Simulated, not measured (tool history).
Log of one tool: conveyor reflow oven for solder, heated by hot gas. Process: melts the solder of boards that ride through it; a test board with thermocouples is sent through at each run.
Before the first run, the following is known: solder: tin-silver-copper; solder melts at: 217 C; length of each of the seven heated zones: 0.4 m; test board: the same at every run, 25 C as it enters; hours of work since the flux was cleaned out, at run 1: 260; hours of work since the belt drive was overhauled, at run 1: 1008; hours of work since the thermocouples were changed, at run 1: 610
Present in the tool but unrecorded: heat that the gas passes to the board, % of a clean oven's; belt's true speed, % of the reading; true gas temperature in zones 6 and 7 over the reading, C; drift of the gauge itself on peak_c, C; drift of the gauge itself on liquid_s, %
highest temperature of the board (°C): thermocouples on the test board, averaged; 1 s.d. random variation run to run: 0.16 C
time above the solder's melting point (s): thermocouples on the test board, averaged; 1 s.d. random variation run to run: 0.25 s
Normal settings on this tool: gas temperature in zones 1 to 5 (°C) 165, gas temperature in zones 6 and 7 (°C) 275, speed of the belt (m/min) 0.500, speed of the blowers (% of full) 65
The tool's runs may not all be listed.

run,day,gas temperature in zones 1 to 5 (°C),gas temperature in zones 6 and 7 (°C),speed of the belt (m/min),speed of the blowers (% of full),hours of work since the flux was cleaned out,hours of work since the belt drive was overhauled,hours of work since the thermocouples were changed,highest temperature of the board (°C),time above the solder's melting point (s)
1,0.000,165,275,0.500,65,260,1008,610,261.8,78.1
2,1.638,165,275,0.500,65,291,1039,641,261.6,78.6
3,4.233,165,275,0.500,65,340,1088,689,261.5,78.4
# day 5.242: flux residue cleaned out of gas plates and filters
4,7.229,165,275,0.500,65,37,1140,742,263.3,79.6
5,9.383,165,275,0.500,65,78,1181,782,262.8,79.5
6,10.950,165,275,0.500,65,107,1210,811,263.0,79.7
7,12.217,165,275,0.500,65,131,1234,835,262.7,79.4
8,14.683,165,275,0.500,65,177,1280,881,262.4,79.2
9,16.608,165,275,0.504,65,213,1316,918,262.2,78.2
# day 17.679: thermocouples of zones 6 and 7 changed
10,18.346,165,275,0.486,65,244,1347,12,261.8,81.3
11,20.533,165,275,0.486,65,285,1388,54,261.7,81.4
12,22.088,165,275,0.486,65,315,1417,83,261.7,81.1
13,24.046,165,275,0.486,65,351,1454,119,261.5,81.0
# day 24.633: flux residue cleaned out of gas plates and filters
# day 25.921: belt drive overhauled, speed set with a stopwatch
14,26.017,165,275,0.486,65,23,2,149,262.5,80.2
15,28.067,165,275,0.472,65,61,40,188,263.1,82.6
16,29.550,165,275,0.500,75,89,68,216,263.3,78.4
17,31.633,151,265,0.553,85,128,107,255,251.3,57.9
18,32.800,165,266,0.500,87,150,129,277,256.6,74.9
19,34.188,157,275,0.500,65,176,155,303,259.8,72.8
20,35.858,177,282,0.500,65,208,186,334,269.0,86.1
21,37.742,162,282,0.559,65,243,222,369,262.8,68.4
22,40.321,165,284,0.500,63,291,270,418,268.5,81.2
23,42.054,165,284,0.500,63,324,303,450,268.4,81.7
# day 43.962: flux residue cleaned out of gas plates and filters
24,44.600,165,284,0.500,63,12,347,494,270.1,82.7
25,45.800,156,274,0.586,78,34,369,517,257.9,60.3
26,47.725,176,275,0.452,65,71,405,553,265.9,94.5
27,50.512,176,275,0.452,65,123,458,605,265.9,94.3
28,52.200,176,275,0.452,65,155,489,637,265.7,93.7
29,54.946,170,267,0.542,84,206,541,688,256.1,70.3
30,57.754,170,267,0.542,84,259,593,741,255.8,69.5
31,59.379,163,275,0.520,65,289,624,772,259.4,71.6

Measured result minus the same run's result without the hidden state. Both carry the same run-to-run variation, though not necessarily the same gauge scatter:
run,highest temperature of the board (°C),time above the solder's melting point (s)
1,-0.2,+1.2
2,-0.3,+1.1
3,-0.6,+0.9
4,+1.1,+2.5
5,+1.0,+2.4
6,+0.8,+2.4
7,+0.7,+2.3
8,+0.5,+2.2
9,+0.4,+2.1
10,-1.1,+1.2
11,-1.3,+1.1
12,-1.4,+1.0
13,-1.5,+0.9
14,-0.3,-0.3
15,-0.5,-0.4
16,-0.6,-0.4
17,-1.0,-1.1
18,-0.9,-0.8
19,-1.1,-0.8
20,-1.1,-0.3
21,-1.6,-1.0
22,-1.6,-0.6
23,-1.7,-0.7
24,+0.3,+0.7
25,+0.1,+0.5
26,+0.0,+0.8
27,-0.1,+0.7
28,-0.2,+0.7
29,-0.7,-0.1
30,-0.9,-0.3
31,-1.0,-0.2
